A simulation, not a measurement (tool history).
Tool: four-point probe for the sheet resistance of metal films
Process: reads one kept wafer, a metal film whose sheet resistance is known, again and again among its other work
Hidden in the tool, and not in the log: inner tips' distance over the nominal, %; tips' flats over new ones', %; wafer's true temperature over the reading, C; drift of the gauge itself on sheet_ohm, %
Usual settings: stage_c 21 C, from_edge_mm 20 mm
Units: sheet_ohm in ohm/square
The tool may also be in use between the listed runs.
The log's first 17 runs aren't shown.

run,hour,stage_c,from_edge_mm,touches since the probe head was changed,hours of work since the stage's thermometer was calibrated,sheet_ohm
18,792.5,27,43,32475,444,0.05325
19,856.7,27,43,33679,473,0.053262
20,893.3,26,25,34367,490,0.05323
21,944.2,28,22,35321,513,0.053265
22,1006.8,28,22,36496,542,0.053264
23,1067.9,28,22,37642,570,0.053277
24,1117.6,28,26,38576,592,0.053256
25,1154.5,33,10,39268,609,0.053352

Forecast run 26:
26,1192.9,35,4,39990,627,?

sheet_ohm: 0.053766 ohm/square
Without the tool's hidden state the same run would have given sheet_ohm 0.054182 ohm/square.

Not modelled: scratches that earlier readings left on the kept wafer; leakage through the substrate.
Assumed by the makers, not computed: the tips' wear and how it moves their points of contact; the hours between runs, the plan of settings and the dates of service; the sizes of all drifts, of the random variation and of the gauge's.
